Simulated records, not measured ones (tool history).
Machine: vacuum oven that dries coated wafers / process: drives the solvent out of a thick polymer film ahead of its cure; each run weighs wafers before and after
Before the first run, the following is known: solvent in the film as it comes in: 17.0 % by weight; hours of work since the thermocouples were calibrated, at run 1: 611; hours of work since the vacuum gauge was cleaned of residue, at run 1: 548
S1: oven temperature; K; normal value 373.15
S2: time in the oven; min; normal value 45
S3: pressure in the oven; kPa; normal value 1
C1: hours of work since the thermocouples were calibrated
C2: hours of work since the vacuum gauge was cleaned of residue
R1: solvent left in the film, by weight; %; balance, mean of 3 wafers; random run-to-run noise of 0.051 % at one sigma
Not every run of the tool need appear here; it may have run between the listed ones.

run,day,S1,S2,S3,C1,C2,R1
1,0,373.15,45,1,611,548,1.18
2,1.771,373.15,45,1,639,576,1.14
3,4.188,363.15,45,1,676,613,2.97
4,6.454,363.15,45,1,711,649,2.93
5,9.183,363.15,32,1,754,691,4.57
6,10.829,373.15,45,2.05,779,717,1.97
7,12.888,373.15,45,1,811,749,1.17
8,15.05,373.15,45,1,845,782,1.14
9,16.583,373.15,45,1,869,806,1.28
10,18.867,373.15,34,1,904,842,1.73
11,20.796,373.15,45,0.91,934,872,1.13
# day 22.617: oven's thermocouples calibrated
12,22.779,373.15,45,0.91,3,901,1.18
13,25.625,373.15,45,0.91,47,945,1.08
14,27.308,373.15,45,0.91,73,972,1.04
15,28.65,373.15,45,0.91,94,992,1.18
16,30.288,373.15,45,1,119,1018,1.16
17,33.304,370.15,79,1.25,166,1065,1.06
18,35.846,362.15,51,0.93,206,1104,2.79
19,37.788,364.15,45,1,236,1135,2.79

Run 20 comes next. What will it give?
20,40.183,364.15,45,1,273,1172,?

{"run 20": {"R1": 2.81}}
The same run, on a tool lacking any hidden state, would have yielded R1 2.8 %.

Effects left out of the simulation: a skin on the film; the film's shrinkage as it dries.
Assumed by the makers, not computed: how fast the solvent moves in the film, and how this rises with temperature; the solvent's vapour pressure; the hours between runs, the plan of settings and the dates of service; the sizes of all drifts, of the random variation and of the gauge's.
